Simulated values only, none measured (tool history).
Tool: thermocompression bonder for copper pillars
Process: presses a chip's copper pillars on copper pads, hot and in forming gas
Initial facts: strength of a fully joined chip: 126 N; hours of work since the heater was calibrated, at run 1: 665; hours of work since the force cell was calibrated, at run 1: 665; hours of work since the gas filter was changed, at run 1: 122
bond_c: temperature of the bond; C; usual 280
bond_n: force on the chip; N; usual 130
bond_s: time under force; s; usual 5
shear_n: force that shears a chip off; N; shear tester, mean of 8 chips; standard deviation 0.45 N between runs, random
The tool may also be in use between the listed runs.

run	hour	bond_c	bond_n	bond_s	hours of work since the heater was calibrated	hours of work since the force cell was calibrated	hours of work since the gas filter was changed	shear_n
1	0	280	130	5	665	665	122	87.4
2	35.7	280	145	5	684	684	142	89.4
3	64.6	280	145	5	700	700	157	90.1
4	84.6	280	145	5	710	710	168	89.7
5	121.2	280	145	5	730	730	188	89.8
6	153.9	280	145	5	748	748	206	90.5
7	171.3	280	130	5	757	757	215	86.6
8	195.3	280	130	5	770	770	228	86.3
9	211.9	280	130	5	779	779	237	86.1
10	245.5	280	130	5	798	798	255	86.3
11	284.2	280	130	11	819	819	276	103.5
12	312	295	130	5	834	834	291	99.2
13	333.8	280	137	5	845	845	303	88.7
14	358.5	280	130	5	859	859	316	85.9
15	379.7	280	130	5	870	870	328	86.3
16	402.6	280	106	5	883	883	340	79.3
17	438.3	280	85	5	902	902	360	72.3
18	471.3	280	130	3	920	920	378	74.3
19	491.2	280	130	3	931	931	388	74.7
# hour 525.8: forming gas filter changed
20	528.8	280	130	3	951	951	2	75.2
21	566.4	280	130	3	971	971	22	75.3
22	597.3	307	96	5	988	988	39	100.8
23	622	307	96	5	1001	1001	52	100.8
24	656.6	254	170	5	1020	1020	71	68.8
25	674.3	254	170	5	1030	1030	80	69.3
26	708.7	254	170	5	1048	1048	99	69
27	740.4	289	130	5	1066	1066	116	95.8
28	760.1	262	132	3	1076	1076	127	57.8
29	785.4	272	186	8	1090	1090	141	100.3
30	801	272	109	9	1098	1098	149	86.7
# hour 804.7: heater calibrated with a thermocouple chip
# hour 819.7: force cell calibrated
31	822.4	272	109	9	9	1	159	85.6
32	855.3	277	101	9	27	19	177	88.7
33	888.9	255	101	3	45	38	195	44.2
34	905.3	255	101	3	54	46	204	44.5
35	943.3	276	154	3	74	67	224	75.9
36	968	276	154	3	88	80	238	76.3
37	993.7	276	154	13	102	94	252	107.4
38	1026.8	296	123	4	120	112	270	94.5
39	1063.6	296	123	4	139	132	289	93.9

Branching from run 39: 3 alternative next runs. What would each branch give?
A	1091.4	264	168	3	155	147	305	?
B	1091.4	296	123	5	155	147	305	?
C	1091.4	280	80	5	155	147	305	?

run	shear_n
A	67.1
B	97.9
C	70.4
Stripped of hidden state, with their random variation kept, the same runs would have yielded:
run	shear_n
A	67.2
B	98.1
C	70.5
